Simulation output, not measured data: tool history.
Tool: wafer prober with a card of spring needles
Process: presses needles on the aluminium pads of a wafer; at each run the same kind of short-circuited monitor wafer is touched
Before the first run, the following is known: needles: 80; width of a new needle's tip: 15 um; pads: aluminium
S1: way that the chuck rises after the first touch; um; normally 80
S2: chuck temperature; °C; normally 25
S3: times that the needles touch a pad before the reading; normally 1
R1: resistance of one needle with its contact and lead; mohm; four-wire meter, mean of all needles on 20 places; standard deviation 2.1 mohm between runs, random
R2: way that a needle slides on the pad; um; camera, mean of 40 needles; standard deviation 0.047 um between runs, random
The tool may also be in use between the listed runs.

run    day  S1  S2  S3   R1     R2
  1  0.000  80  25   1  250  11.79
     0.138  -- tips cleaned on abrasive film
     0.488  -- tips cleaned on abrasive film
  2  0.488  80  25   1  231  11.75
     0.871  -- tips cleaned on abrasive film
  3  0.971  80  25   1  242  11.85
  4  1.196  80  59   1  267  11.83
     1.229  -- tips cleaned on abrasive film
     1.588  -- tips cleaned on abrasive film
  5  1.675  80  59   1  255  11.72
     1.971  -- tips cleaned on abrasive film
  6  1.979  80  59   1  248  11.69
     2.338  -- tips cleaned on abrasive film
  7  2.467  80  75   1  263  11.72
     2.696  -- tips cleaned on abrasive film
  8  2.767  80  75   1  254  11.71
  9  3.021  80  75   1  267  11.65
     3.054  -- tips cleaned on abrasive film
 10  3.371  80  27   1  262  11.69
     3.417  -- tips cleaned on abrasive film
 11  3.762  80  61   1  266  11.65
     3.812  -- tips cleaned on abrasive film
 12  4.017  68  47   1  263   9.91
     4.175  -- tips cleaned on abrasive film
 13  4.279  68  47   1  259   9.80
     4.550  -- tips cleaned on abrasive film
 14  4.658  80  29   3  242  11.67
     4.917  -- tips cleaned on abrasive film
 15  5.167  69  67   3  253   9.96
     5.296  -- tips cleaned on abrasive film
 16  5.388  69  67   3  252   9.97
     5.667  -- tips cleaned on abrasive film
 17  5.717  93  75   3  242  13.61
     6.033  -- tips cleaned on abrasive film
 18  6.158  93  75   3  252  13.51
     6.421  -- tips cleaned on abrasive film
 19  6.542  96  83   1  255  14.07
     6.779  -- tips cleaned on abrasive film
 20  6.825  84  80   1  255  12.17

Predict each of these 5 candidate next runs independently; none follows another, all start after run 20:
     7.129  -- tips cleaned on abrasive film
  A  7.212   66  109   2   ?   ?
     7.129  -- tips cleaned on abrasive film
  B  7.212  100   25   2   ?   ?
     7.129  -- tips cleaned on abrasive film
  C  7.212   92   25   1   ?   ?
     7.129  -- tips cleaned on abrasive film
  D  7.212   80   25   2   ?   ?
     7.129  -- tips cleaned on abrasive film
  E  7.212   92   80   1   ?   ?

run   R1     R2
  A  266   9.54
  B  233  14.68
  C  239  13.42
  D  236  11.56
  E  246  13.44
Had the tool no hidden state, the same runs would have come out as:
run   R1     R2
  A  259   9.94
  B  229  15.08
  C  232  13.82
  D  231  11.97
  E  240  13.85
